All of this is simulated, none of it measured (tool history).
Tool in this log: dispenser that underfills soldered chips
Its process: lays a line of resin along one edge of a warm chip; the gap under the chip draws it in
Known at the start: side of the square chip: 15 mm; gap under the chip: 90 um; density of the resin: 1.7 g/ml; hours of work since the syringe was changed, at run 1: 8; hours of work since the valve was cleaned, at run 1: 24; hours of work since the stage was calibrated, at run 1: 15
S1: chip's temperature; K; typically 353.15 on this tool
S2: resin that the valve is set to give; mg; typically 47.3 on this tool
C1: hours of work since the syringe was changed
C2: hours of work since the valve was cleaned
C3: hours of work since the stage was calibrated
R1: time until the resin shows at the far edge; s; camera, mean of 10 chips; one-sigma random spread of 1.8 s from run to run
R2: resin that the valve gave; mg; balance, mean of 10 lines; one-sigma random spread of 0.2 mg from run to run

{"run": 1, "hour": 0.0, "S1": 353.15, "S2": 47.3, "C1": 8, "C2": 24, "C3": 15, "R1": 365.1, "R2": 46.5}
{"hour": 3.2, "done": "new syringe of resin"}
{"run": 2, "hour": 5.0, "S1": 353.15, "S2": 47.3, "C1": 1, "C2": 27, "C3": 18, "R1": 204.9, "R2": 45.69}
{"run": 3, "hour": 10.2, "S1": 347.15, "S2": 47.3, "C1": 5, "C2": 31, "C3": 21, "R1": 332.8, "R2": 45.93}
{"run": 4, "hour": 16.8, "S1": 347.15, "S2": 47.3, "C1": 9, "C2": 35, "C3": 26, "R1": 493.2, "R2": 45.76}
{"hour": 17.6, "done": "new syringe of resin"}
{"run": 5, "hour": 22.0, "S1": 347.15, "S2": 47.3, "C1": 3, "C2": 38, "C3": 29, "R1": 290.4, "R2": 45.76}
{"run": 6, "hour": 27.0, "S1": 353.15, "S2": 40.7, "C1": 6, "C2": 42, "C3": 32, "R1": 318.3, "R2": 38.9}
{"run": 7, "hour": 30.8, "S1": 353.15, "S2": 51.6, "C1": 9, "C2": 44, "C3": 35, "R1": 383.1, "R2": 49.48}
{"hour": 32.0, "done": "new syringe of resin"}
{"run": 8, "hour": 37.8, "S1": 353.15, "S2": 51.6, "C1": 4, "C2": 49, "C3": 39, "R1": 247.9, "R2": 49.42}
{"run": 9, "hour": 44.4, "S1": 353.15, "S2": 47.3, "C1": 8, "C2": 53, "C3": 44, "R1": 385, "R2": 44.73}
{"hour": 47.1, "done": "new syringe of resin"}
{"run": 10, "hour": 52.1, "S1": 353.15, "S2": 47.3, "C1": 3, "C2": 58, "C3": 49, "R1": 250.2, "R2": 44.75}
{"run": 11, "hour": 56.9, "S1": 353.15, "S2": 47.3, "C1": 7, "C2": 61, "C3": 52, "R1": 327.3, "R2": 44.91}
{"run": 12, "hour": 60.6, "S1": 353.15, "S2": 47.3, "C1": 9, "C2": 64, "C3": 54, "R1": 412.2, "R2": 44.16}
{"hour": 62.0, "done": "new syringe of resin"}
{"run": 13, "hour": 68.2, "S1": 353.15, "S2": 59.8, "C1": 4, "C2": 69, "C3": 59, "R1": 255, "R2": 56.26}
{"run": 14, "hour": 72.8, "S1": 353.15, "S2": 59.8, "C1": 7, "C2": 72, "C3": 62, "R1": 338.5, "R2": 56.34}
{"hour": 76.6, "done": "new syringe of resin"}
{"run": 15, "hour": 79.4, "S1": 353.15, "S2": 47.3, "C1": 2, "C2": 76, "C3": 67, "R1": 215.2, "R2": 44.18}
{"run": 16, "hour": 82.8, "S1": 342.15, "S2": 56.6, "C1": 4, "C2": 78, "C3": 69, "R1": 377.3, "R2": 52.69}
{"run": 17, "hour": 86.9, "S1": 360.15, "S2": 42.9, "C1": 7, "C2": 81, "C3": 72, "R1": 277, "R2": 39.98}
{"hour": 91.4, "done": "new syringe of resin"}
{"hour": 93.0, "done": "dispensing valve cleaned and set on the balance"}
{"run": 18, "hour": 93.9, "S1": 363.15, "S2": 41.6, "C1": 1, "C2": 1, "C3": 75, "R1": 144.1, "R2": 41.57}
{"run": 19, "hour": 99.7, "S1": 354.15, "S2": 51.3, "C1": 5, "C2": 4, "C3": 79, "R1": 266.9, "R2": 50.76}
{"run": 20, "hour": 105.3, "S1": 358.15, "S2": 52.4, "C1": 9, "C2": 8, "C3": 83, "R1": 318.6, "R2": 51.73}
{"hour": 106.9, "done": "new syringe of resin"}
{"run": 21, "hour": 109.3, "S1": 355.15, "S2": 61.3, "C1": 2, "C2": 11, "C3": 86, "R1": 184.5, "R2": 60.57}
{"run": 22, "hour": 116.5, "S1": 355.15, "S2": 61.3, "C1": 6, "C2": 16, "C3": 90, "R1": 281.9, "R2": 60.51}
{"hour": 121.4, "done": "new syringe of resin"}
{"run": 23, "hour": 124.0, "S1": 342.15, "S2": 41, "C1": 2, "C2": 20, "C3": 95, "R1": 334.9, "R2": 40.11}
{"run": 24, "hour": 130.4, "S1": 347.15, "S2": 47.3, "C1": 6, "C2": 25, "C3": 100, "R1": 381.9, "R2": 46.06}
{"run": 25, "hour": 134.9, "S1": 352.15, "S2": 47.3, "C1": 9, "C2": 28, "C3": 102, "R1": 419.5, "R2": 45.86}
{"hour": 135.7, "done": "new syringe of resin"}
{"run": 26, "hour": 142.5, "S1": 363.15, "S2": 50.6, "C1": 5, "C2": 32, "C3": 107, "R1": 193.8, "R2": 48.83}
{"run": 27, "hour": 147.1, "S1": 344.15, "S2": 49.3, "C1": 8, "C2": 36, "C3": 110, "R1": 494.6, "R2": 47.76}
{"hour": 150.2, "done": "new syringe of resin"}
{"run": 28, "hour": 151.7, "S1": 344.15, "S2": 49.3, "C1": 1, "C2": 38, "C3": 113, "R1": 283.3, "R2": 46.99}
{"run": 29, "hour": 157.7, "S1": 344.15, "S2": 49.3, "C1": 5, "C2": 42, "C3": 117, "R1": 404.4, "R2": 47.24}

Below are 3 alternative next runs, each starting from the tool's condition after run 29. Predict each:
{"run": "A", "hour": 161.5, "S1": 360.15, "S2": 40.7, "C1": 8, "C2": 45, "C3": 120, "R1": "?", "R2": "?"}
{"run": "B", "hour": 161.5, "S1": 366.15, "S2": 60.7, "C1": 8, "C2": 45, "C3": 120, "R1": "?", "R2": "?"}
{"run": "C", "hour": 161.5, "S1": 351.15, "S2": 57.1, "C1": 8, "C2": 45, "C3": 120, "R1": "?", "R2": "?"}

run=A R1=299.8 R2=38.73
run=B R1=217.1 R2=58.02
run=C R1=374.1 R2=54.71
Had the tool no hidden state, the same runs would have come out as:
run=A R1=147.4 R2=40.4
run=B R1=108.4 R2=60.51
run=C R1=186.3 R2=57.07
